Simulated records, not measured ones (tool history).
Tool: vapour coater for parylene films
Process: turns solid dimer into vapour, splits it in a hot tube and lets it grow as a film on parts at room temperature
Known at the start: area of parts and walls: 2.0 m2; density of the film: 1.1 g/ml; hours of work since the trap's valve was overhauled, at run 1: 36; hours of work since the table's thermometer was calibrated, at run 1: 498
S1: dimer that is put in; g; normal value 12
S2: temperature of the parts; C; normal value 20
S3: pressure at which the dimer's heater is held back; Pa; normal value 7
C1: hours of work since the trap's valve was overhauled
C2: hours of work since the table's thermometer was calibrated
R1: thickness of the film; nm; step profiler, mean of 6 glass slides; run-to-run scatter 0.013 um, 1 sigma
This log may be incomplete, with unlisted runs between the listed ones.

| run | hour | S1 | S2 | S3 | C1 | C2 | R1 |
|---|---|---|---|---|---|---|---|
| 1 | 0 | 12 | 20 | 7 | 36 | 498 | 2270 |
| 2 | 67.2 | 12 | 20 | 7 | 68 | 531 | 2240 |
| 3 | 100 | 12 | 20 | 7 | 84 | 546 | 2230 |
| 4 | 146.5 | 12 | 20 | 7 | 106 | 569 | 2210 |
| 5 | 182.5 | 12 | 20 | 7 | 123 | 586 | 2200 |
| 6 | 239 | 12 | 20 | 2.8 | 150 | 613 | 2690 |
| 7 | 286.8 | 12 | 20 | 2.8 | 173 | 636 | 2680 |
| 8 | 326.3 | 12 | 20 | 2.8 | 192 | 655 | 2660 |
| 9 | 387.5 | 12 | 20 | 7 | 222 | 685 | 2140 |
|  | 395.6 | trap's valve overhauled |
| 10 | 431.9 | 12 | 20 | 7 | 17 | 704 | 2270 |
| 11 | 482.7 | 12 | 20 | 7 | 42 | 728 | 2240 |
| 12 | 517.5 | 12 | 20 | 7 | 59 | 745 | 2250 |
| 13 | 580.6 | 12 | 20 | 7 | 89 | 775 | 2220 |
| 14 | 648.1 | 12 | 20 | 7 | 121 | 808 | 2200 |
| 15 | 698 | 12 | 20 | 7 | 145 | 832 | 2180 |
| 16 | 747.8 | 9 | 16 | 7 | 169 | 856 | 1930 |
|  | 752.2 | table's thermometer calibrated |
| 17 | 785.4 | 12 | 14 | 7.59 | 187 | 16 | 2740 |
| 18 | 852 | 19 | 21 | 7.59 | 219 | 48 | 3180 |
|  | 863.8 | trap's valve overhauled |
|  | 869.9 | table's thermometer calibrated, once more |
| 19 | 904.5 | 19 | 21 | 7.59 | 19 | 17 | 3410 |
| 20 | 969.9 | 19 | 21 | 7.59 | 51 | 48 | 3360 |
| 21 | 1037.7 | 6 | 21 | 4.66 | 83 | 81 | 1160 |
| 22 | 1085.3 | 6 | 21 | 4.66 | 106 | 104 | 1160 |
| 23 | 1143.5 | 5 | 13 | 3.3 | 134 | 131 | 1460 |
| 24 | 1177.9 | 12 | 18 | 11.66 | 150 | 148 | 2140 |
| 25 | 1228.2 | 12 | 20 | 10.88 | 175 | 172 | 1980 |
| 26 | 1267.2 | 12 | 15 | 8.21 | 193 | 191 | 2600 |
|  | 1330.8 | trap's valve overhauled |
| 27 | 1338.3 | 8 | 15 | 8.21 | 4 | 223 | 1790 |
| 28 | 1394.4 | 8 | 15 | 8.21 | 31 | 250 | 1800 |
| 29 | 1446.5 | 9 | 18 | 2.51 | 56 | 275 | 2330 |
| 30 | 1496.1 | 9 | 18 | 7.61 | 79 | 299 | 1780 |

Some steps in R1 between neighbouring runs. How much of each would the tool show without its hidden state too (settings, what came in, random variation), and how much is left for the hidden state, with any gauge scatter that isn't in both results?
Hidden state present: vapour lost through the trap's worn valve, %; true temperature of the parts over the reading, C; drift of the gauge itself on film_um, %.
Run 9 -> 10: trap's valve overhauled. R1 +130 nm: hidden state +120, all else +10.
Run 16 -> 17: S1 9 -> 12, S2 16 -> 14, S3 7 -> 7.59, table's thermometer calibrated. R1 +810 nm: hidden state -70, all else +880.
Run 18 -> 19: trap's valve overhauled, table's thermometer calibrated, once more. R1 +230 nm: hidden state +210, all else +20.
Run 20 -> 21: S1 19 -> 6, S3 7.59 -> 4.66. R1 -2200 nm: hidden state +40, all else -2240.
Run 26 -> 27: S1 12 -> 8, trap's valve overhauled. R1 -810 nm: hidden state +150, all else -960.

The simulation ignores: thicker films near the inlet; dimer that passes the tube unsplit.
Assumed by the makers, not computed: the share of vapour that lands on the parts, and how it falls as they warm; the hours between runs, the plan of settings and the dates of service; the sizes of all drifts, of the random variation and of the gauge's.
